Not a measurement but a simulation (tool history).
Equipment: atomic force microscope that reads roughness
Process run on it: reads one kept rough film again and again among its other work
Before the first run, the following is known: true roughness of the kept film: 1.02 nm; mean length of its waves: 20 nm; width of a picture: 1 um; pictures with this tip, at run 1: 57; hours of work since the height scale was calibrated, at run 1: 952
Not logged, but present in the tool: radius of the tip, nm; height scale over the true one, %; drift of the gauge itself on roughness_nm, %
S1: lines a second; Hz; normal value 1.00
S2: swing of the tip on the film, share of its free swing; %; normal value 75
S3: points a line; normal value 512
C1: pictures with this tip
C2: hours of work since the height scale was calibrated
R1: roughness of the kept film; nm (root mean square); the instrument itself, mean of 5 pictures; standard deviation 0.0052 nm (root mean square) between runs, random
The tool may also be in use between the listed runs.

run    hour    S1  S2   S3   C1    C2     R1
  1     0.0  1.00  75  512   57   952  0.780
  2    39.2  1.00  75  512   98   979  0.757
  3    88.0  1.00  75  512  149  1013  0.730
  4   140.2  1.00  75  512  204  1049  0.682
      156.9  -- new tip fitted
  5   169.7  1.00  75  512   14  1069  0.835
  6   227.3  1.00  75  257   75  1109  0.772
  7   286.9  1.00  75  257  137  1151  0.723
  8   332.0  1.00  75  512  185  1182  0.717
      365.9  -- new tip fitted
  9   373.4  1.00  75  512    8  1210  0.838
 10   406.7  1.00  75  512   43  1233  0.809
 11   432.5  1.00  75  512   70  1251  0.787
 12   484.3  1.00  75  992  125  1287  0.753
 13   533.9  1.00  75  992  177  1321  0.726
 14   566.0  1.00  75  992  211  1343  0.714
      574.8  -- new tip fitted
 15   624.6  1.00  75  992   53  1384  0.795
 16   680.5  1.00  80  992  112  1422  0.748
 17   707.8  1.00  80  992  141  1441  0.722
 18   745.1  1.00  75  512  180  1467  0.702
      783.3  -- new tip fitted
 19   787.7  1.00  75  512    5  1496  0.852
 20   843.6  1.31  75  512   64  1535  0.771
 21   890.6  1.00  75  787  113  1568  0.764
 22   950.4  1.00  65  512  176  1609  0.735
      991.1  -- new tip fitted
 23  1002.3  1.85  56  512   12  1645  0.860
 24  1052.1  1.85  56  512   64  1679  0.826
 25  1092.6  1.84  56  865  107  1707  0.794
 26  1150.3  1.00  75  349  167  1747  0.718
 27  1186.4  1.15  56  910  205  1772  0.750
     1199.8  -- new tip fitted
 28  1216.4  1.15  59  910   17  1793  0.881
 29  1265.1  1.21  60  679   69  1826  0.830
 30  1303.7  1.27  76  440  109  1853  0.736
 31  1340.2  1.19  65  266  148  1878  0.738
 32  1366.6  1.19  65  266  176  1897  0.720
     1407.4  -- new tip fitted
 33  1425.8  0.62  60  401   19  1937  0.876
 34  1483.9  0.74  57  433   81  1977  0.823
 35  1519.5  0.51  78  512  118  2002  0.786
 36  1546.1  2.09  78  265  146  2020  0.646
 37  1597.0  2.09  78  265  200  2056  0.631
     1616.9  -- new tip fitted
 38  1638.2  2.09  78  265   23  2084  0.723
 39  1689.9  2.09  78  265   77  2120  0.694
 40  1745.7  1.30  83  936  136  2158  0.701
 41  1801.3  1.00  66  312  194  2197  0.721

Alternative continuations, all from the tool just after run 41; predict every row:
     1824.8  -- new tip fitted
  A  1836.4  0.55  58  677  12  2221   ?
     1824.8  -- new tip fitted
  B  1836.4  0.74  66  318  12  2221   ?
     1824.8  -- new tip fitted
  C  1836.4  0.71  69  503  12  2221   ?
     1824.8  -- new tip fitted
  D  1836.4  1.92  79  896  12  2221   ?
     1824.8  -- new tip fitted
  E  1836.4  1.00  83  512  12  2221   ?

run     R1
  A  0.900
  B  0.876
  C  0.865
  D  0.762
  E  0.806
Without the tool's hidden state the same runs would have given:
run     R1
  A  0.904
  B  0.879
  C  0.869
  D  0.764
  E  0.809

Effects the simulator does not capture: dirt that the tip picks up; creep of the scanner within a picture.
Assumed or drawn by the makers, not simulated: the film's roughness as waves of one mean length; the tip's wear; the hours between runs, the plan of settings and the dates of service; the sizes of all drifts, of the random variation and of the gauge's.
